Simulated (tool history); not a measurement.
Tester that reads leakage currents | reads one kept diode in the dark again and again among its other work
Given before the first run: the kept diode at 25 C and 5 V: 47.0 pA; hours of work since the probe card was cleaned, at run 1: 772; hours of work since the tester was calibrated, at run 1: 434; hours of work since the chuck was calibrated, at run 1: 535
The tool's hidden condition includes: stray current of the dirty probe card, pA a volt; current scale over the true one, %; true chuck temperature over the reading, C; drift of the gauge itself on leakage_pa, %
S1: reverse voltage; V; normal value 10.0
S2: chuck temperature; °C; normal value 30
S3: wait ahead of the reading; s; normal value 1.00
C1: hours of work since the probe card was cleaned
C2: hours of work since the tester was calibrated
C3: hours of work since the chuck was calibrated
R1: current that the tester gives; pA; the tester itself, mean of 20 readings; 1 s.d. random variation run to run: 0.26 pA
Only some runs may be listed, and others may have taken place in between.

{"run": 1, "hour": 0.0, "S1": 10.0, "S2": 30, "S3": 1.0, "C1": 772, "C2": 434, "C3": 535, "R1": 84.95}
{"run": 2, "hour": 216.2, "S1": 10.0, "S2": 30, "S3": 1.0, "C1": 860, "C2": 522, "C3": 622, "R1": 84.99}
{"run": 3, "hour": 425.8, "S1": 10.0, "S2": 30, "S3": 1.0, "C1": 945, "C2": 607, "C3": 708, "R1": 85.46}
{"run": 4, "hour": 539.7, "S1": 4.1, "S2": 30, "S3": 1.0, "C1": 991, "C2": 653, "C3": 754, "R1": 64.9}
{"run": 5, "hour": 662.3, "S1": 4.1, "S2": 30, "S3": 1.0, "C1": 1041, "C2": 703, "C3": 804, "R1": 64.65}
{"run": 6, "hour": 850.5, "S1": 4.1, "S2": 30, "S3": 1.0, "C1": 1118, "C2": 779, "C3": 880, "R1": 64.82}
{"run": 7, "hour": 1035.2, "S1": 2.4, "S2": 30, "S3": 4.51, "C1": 1193, "C2": 855, "C3": 955, "R1": 54.95}
{"run": 8, "hour": 1154.0, "S1": 2.4, "S2": 30, "S3": 4.51, "C1": 1241, "C2": 903, "C3": 1004, "R1": 54.47}
{"run": 9, "hour": 1254.1, "S1": 3.6, "S2": 25, "S3": 0.92, "C1": 1282, "C2": 944, "C3": 1044, "R1": 43.03}
{"hour": 1348.6, "done": "chuck's temperature calibrated"}
{"run": 10, "hour": 1471.9, "S1": 1.5, "S2": 47, "S3": 0.92, "C1": 1369, "C2": 1031, "C3": 50, "R1": 154.86}

Consider 5 possible next runs. They are alternatives, not a sequence: every one starts from the tool as it was left by run 10. What does each give?
{"run": "A", "hour": 1638.3, "S1": 10.0, "S2": 34, "S3": 1.0, "C1": 1437, "C2": 1099, "C3": 118, "R1": "?"}
{"run": "B", "hour": 1638.3, "S1": 3.2, "S2": 47, "S3": 0.92, "C1": 1437, "C2": 1099, "C3": 118, "R1": "?"}
{"run": "C", "hour": 1638.3, "S1": 10.0, "S2": 30, "S3": 2.09, "C1": 1437, "C2": 1099, "C3": 118, "R1": "?"}
{"run": "D", "hour": 1638.3, "S1": 3.3, "S2": 27, "S3": 0.31, "C1": 1437, "C2": 1099, "C3": 118, "R1": "?"}
{"run": "E", "hour": 1638.3, "S1": 1.5, "S2": 20, "S3": 0.37, "C1": 1437, "C2": 1099, "C3": 118, "R1": "?"}

run=A R1=113.77
run=B R1=194.81
run=C R1=85.03
run=D R1=49.02
run=E R1=22.69
With no hidden state in the tool, these same runs would have given:
run=A R1=113.69
run=B R1=194.79
run=C R1=84.95
run=D R1=49.00
run=E R1=22.68

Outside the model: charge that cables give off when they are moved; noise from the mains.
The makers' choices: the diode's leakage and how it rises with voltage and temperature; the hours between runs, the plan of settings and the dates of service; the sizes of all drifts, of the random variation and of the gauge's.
